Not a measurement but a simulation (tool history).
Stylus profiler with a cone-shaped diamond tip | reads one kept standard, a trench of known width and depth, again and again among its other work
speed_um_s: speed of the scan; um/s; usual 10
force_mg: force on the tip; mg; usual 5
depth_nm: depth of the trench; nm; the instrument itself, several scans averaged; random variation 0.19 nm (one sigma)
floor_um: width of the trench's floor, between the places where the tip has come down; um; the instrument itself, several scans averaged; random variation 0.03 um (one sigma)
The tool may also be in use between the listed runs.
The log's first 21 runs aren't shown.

run   hour  speed_um_s  force_mg  scans with this tip  hours of work since the height scale was calibrated  depth_nm  floor_um
 22  417.9          10         5                 4879                                                  362   1010.33     15.39
 23  441.5          10      7.91                 5015                                                  372   1014.89     15.37
 24  466.6           5         3                 5160                                                  383   1007.13     15.39
 25  477.6           8      2.65                 5223                                                  388   1006.84     15.35
 26  503.4           8      2.65                 5371                                                  399   1006.42     15.33
 27  522.3          10      5.29                 5480                                                  407   1011.07     15.28
 28  537.4          10      5.29                 5567                                                  413   1010.79     15.36
 29  559.1           5      2.13                 5692                                                  423   1005.41     15.37
 30  582.3          29      2.13                 5826                                                  433   1005.06     15.21
 31  602.8           8      9.13                 5944                                                  441   1016.35     15.24
 32  625.3          10       6.9                 6074                                                  451   1013.02     15.22
 33  640.5          12      3.35                 6161                                                  457   1007.74     15.25
 34  662.5          12      3.35                 6288                                                  467   1007.43     15.26
 35  688.4          36      2.96                 6437                                                  478   1006.72      15.1
 36  701.8          13       3.2                 6515                                                  484    1007.2     15.25
 37  719.1          13       3.2                 6614                                                  491   1007.43     15.19
 38  732.2          22       3.2                 6690                                                  497    1007.4     15.11
 39  744.6          22       3.2                 6761                                                  502   1006.89     15.09
 40  757.9           2       3.2                 6838                                                  508   1007.04     15.22
 41  768.4           4         5                 6899                                                  512   1010.07      15.2

3 ways to go on from here, each from the tool as it stands after run 41. What would each give?
  A  783.5          10      3.35                 6986                                                  519         ?         ?
  B  783.5           9      1.79                 6986                                                  519         ?         ?
  C  783.5          38     14.49                 6986                                                  519         ?         ?

run  depth_nm  floor_um
  A   1007.29     15.19
  B   1004.43     15.11
  C   1021.94      15.1
Without the tool's hidden state the same runs would have given:
run  depth_nm  floor_um
  A   1008.73     16.01
  B   1005.86     15.93
  C   1023.39     15.92

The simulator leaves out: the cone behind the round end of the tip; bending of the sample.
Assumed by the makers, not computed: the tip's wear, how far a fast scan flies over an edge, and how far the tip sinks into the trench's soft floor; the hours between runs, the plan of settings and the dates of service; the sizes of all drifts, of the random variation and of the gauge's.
